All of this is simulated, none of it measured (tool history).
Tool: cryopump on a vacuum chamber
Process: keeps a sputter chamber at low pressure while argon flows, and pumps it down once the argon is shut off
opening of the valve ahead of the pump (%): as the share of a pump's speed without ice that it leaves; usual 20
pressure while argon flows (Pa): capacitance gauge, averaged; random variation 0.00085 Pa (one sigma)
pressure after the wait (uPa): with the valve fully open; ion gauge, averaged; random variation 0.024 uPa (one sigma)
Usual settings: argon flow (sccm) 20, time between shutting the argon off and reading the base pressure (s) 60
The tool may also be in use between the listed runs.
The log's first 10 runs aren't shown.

run	hour	argon flow (sccm)	time between shutting the argon off and reading the base pressure (s)	opening of the valve ahead of the pump (%)	pressure while argon flows (Pa)	pressure after the wait (uPa)
11	134.7	20	60	23	0.1557	1.53
12	150.4	20	60	53	0.0709	1.55
13	164.6	20	60	53	0.0716	1.54
14	173.2	20	60	20	0.1797	1.53
15	181.4	20	200	20	0.1787	1.16
16	194.1	20	200	20	0.1778	1.20
17	203.1	20	60	29	0.1259	1.56
18	211.2	20	60	29	0.1248	1.57
19	225.1	10	60	24	0.0751	1.57
20	240.8	20	81	44	0.0851	1.43
21	250.7	20	81	44	0.0852	1.50
22	264.7	20	81	44	0.0837	1.41
23	273.9	20	207	20	0.1803	1.21

Forecast run 24:
24	286.3	20	207	20	?	?

{"run 24": {"pressure while argon flows (Pa)": 0.1802, "pressure after the wait (uPa)": 1.24}}
Without the tool's hidden state the same run would have given pressure while argon flows (Pa) 0.1737, pressure after the wait (uPa) 0.49.
